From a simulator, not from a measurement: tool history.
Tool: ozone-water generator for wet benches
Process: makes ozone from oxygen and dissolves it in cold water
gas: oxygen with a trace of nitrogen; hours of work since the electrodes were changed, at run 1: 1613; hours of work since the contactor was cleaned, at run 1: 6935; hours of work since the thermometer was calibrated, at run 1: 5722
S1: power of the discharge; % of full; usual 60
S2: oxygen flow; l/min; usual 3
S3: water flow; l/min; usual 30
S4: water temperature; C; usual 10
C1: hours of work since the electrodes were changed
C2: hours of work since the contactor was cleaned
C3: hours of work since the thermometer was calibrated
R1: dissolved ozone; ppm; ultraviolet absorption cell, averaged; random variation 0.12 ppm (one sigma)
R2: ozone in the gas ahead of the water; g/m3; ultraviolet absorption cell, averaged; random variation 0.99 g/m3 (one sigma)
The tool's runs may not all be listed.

Run 1, day 0: usual settings; C1 1613; C2 6935; C3 5722. Result: R1 11.2 ppm, R2 164.8 g/m3.
Run 2, day 2.654: usual settings; C1 1664; C2 6986; C3 5773. Result: R1 11.4 ppm, R2 165.5 g/m3.
At day 4.333: water thermometer calibrated.
Run 3, day 5.467: usual settings; C1 1718; C2 7040; C3 22. Result: R1 11.3 ppm, R2 165.4 g/m3.
Run 4, day 7.825: usual settings; C1 1764; C2 7085; C3 67. Result: R1 11.3 ppm, R2 164 g/m3.
Run 5, day 9.9: usual settings; C1 1804; C2 7125; C3 107. Result: R1 11.4 ppm, R2 166.6 g/m3.
Run 6, day 12.033: usual settings; C1 1845; C2 7166; C3 148. Result: R1 11.4 ppm, R2 166 g/m3.
Run 7, day 14.317: usual settings; C1 1889; C2 7210; C3 192. Result: R1 11.2 ppm, R2 165 g/m3.
Run 8, day 16.575: usual settings; C1 1932; C2 7254; C3 236. Result: R1 11 ppm, R2 164.6 g/m3.
Run 9, day 18.233: usual settings; C1 1964; C2 7286; C3 268. Result: R1 11.4 ppm, R2 164.7 g/m3.
Run 10, day 21.188: usual settings but S3 27 l/min; C1 2021; C2 7343; C3 325. Result: R1 12.5 ppm, R2 163.5 g/m3.
Run 11, day 24.142: usual settings but S1 46 % of full, S3 27 l/min; C1 2078; C2 7400; C3 382. Result: R1 10.1 ppm, R2 137.1 g/m3.
Run 12, day 25.646: usual settings but S3 29 l/min; C1 2107; C2 7429; C3 411. Result: R1 11.3 ppm, R2 163 g/m3.
Run 13, day 28.346: usual settings but S3 29 l/min; C1 2159; C2 7481; C3 463. Result: R1 11.5 ppm, R2 164.8 g/m3.
Run 14, day 30.6: usual settings but S4 6 C; C1 2203; C2 7524; C3 506. Result: R1 11.3 ppm, R2 164.8 g/m3.
Run 15, day 32.621: usual settings; C1 2241; C2 7563; C3 545. Result: R1 11.2 ppm, R2 162.6 g/m3.
Run 16, day 34.238: usual settings; C1 2273; C2 7594; C3 576. Result: R1 11.2 ppm, R2 165.3 g/m3.
Run 17, day 36.325: usual settings but S1 84 % of full, S2 3.28 l/min, S3 26 l/min, S4 12 C; C1 2313; C2 7635; C3 617. Result: R1 16.2 ppm, R2 195.5 g/m3.
At day 36.746: contactor cleaned.
Run 18, day 38.442: usual settings but S1 52 % of full; C1 2350; C2 33; C3 654. Result: R1 10 ppm, R2 148.5 g/m3.
Run 19, day 39.796: usual settings but S1 52 % of full; C1 2377; C2 59; C3 680. Result: R1 9.7 ppm, R2 146.6 g/m3.
Run 20, day 41.871: usual settings but S1 45 % of full, S2 2.72 l/min, S4 17 C; C1 2417; C2 99; C3 720. Result: R1 8.5 ppm, R2 140.7 g/m3.
Run 21, day 43.492: usual settings but S2 2.47 l/min, S3 47 l/min; C1 2448; C2 130; C3 752. Result: R1 6 ppm, R2 181.5 g/m3.
Run 22, day 45.425: usual settings but S1 52 % of full, S4 8 C; C1 2485; C2 167; C3 789. Result: R1 9.9 ppm, R2 147.6 g/m3.
Run 23, day 46.788: usual settings but S1 68 % of full; C1 2511; C2 194; C3 815. Result: R1 11.9 ppm, R2 178 g/m3.
Run 24, day 48.867: usual settings but S1 68 % of full, S2 3.7 l/min, S3 19 l/min; C1 2551; C2 234; C3 855. Result: R1 19 ppm, R2 157.9 g/m3.
Run 25, day 51.342: usual settings but S1 72 % of full, S2 4.68 l/min, S4 8 C; C1 2599; C2 281; C3 903. Result: R1 13.8 ppm, R2 143.7 g/m3.
At day 52.562: contactor cleaned, once more.
Run 26, day 53.708: usual settings but S1 72 % of full, S2 4.68 l/min, S4 8 C; C1 2641; C2 22; C3 945. Result: R1 14.4 ppm, R2 144 g/m3.
Run 27, day 55.675: usual settings but S1 72 % of full, S2 4.68 l/min, S4 8 C; C1 2679; C2 60; C3 983. Result: R1 14.1 ppm, R2 143.4 g/m3.
Run 28, day 58.788: usual settings but S1 72 % of full, S2 4.68 l/min, S4 8 C; C1 2739; C2 120; C3 1043. Result: R1 14.2 ppm, R2 143.2 g/m3.
Run 29, day 60.388: usual settings but S1 44 % of full, S3 27 l/min; C1 2770; C2 151; C3 1074. Result: R1 10 ppm, R2 130.2 g/m3.
Run 30, day 62.054: usual settings but S1 44 % of full, S3 27 l/min; C1 2802; C2 183; C3 1106. Result: R1 10.1 ppm, R2 129.6 g/m3.
Run 31, day 63.946: usual settings but S1 70 % of full, S2 2.1 l/min, S3 28 l/min, S4 7 C; C1 2839; C2 219; C3 1143. Result: R1 12.4 ppm, R2 221.1 g/m3.
Run 32, day 65.304: usual settings but S3 34 l/min; C1 2865; C2 246; C3 1169. Result: R1 9.7 ppm, R2 162.3 g/m3.

4 ways to go on from here, each from the tool as it stands after run 32. What would each give?
Run A, day 66.596: usual settings but S1 59 % of full, S3 34 l/min, S4 5 C; C1 2890; C2 271; C3 1194. Result: R1 ?, R2 ?.
Run B, day 66.596: usual settings but S3 47 l/min; C1 2890; C2 271; C3 1194. Result: R1 ?, R2 ?.
Run C, day 66.596: usual settings but S1 68 % of full, S2 2.68 l/min, S3 34 l/min, S4 8 C; C1 2890; C2 271; C3 1194. Result: R1 ?, R2 ?.
Run D, day 66.596: usual settings but S1 48 % of full, S2 2 l/min; C1 2890; C2 271; C3 1194. Result: R1 ?, R2 ?.

run    R1     R2
  A    10  158.2
  B   6.8  161.8
  C  10.5  188.9
  D   8.6  173.3
Without the tool's hidden state the same runs would have given:
run    R1     R2
  A  10.7  167.7
  B   7.2  171.5
  C  11.2  201.4
  D     9  181.8
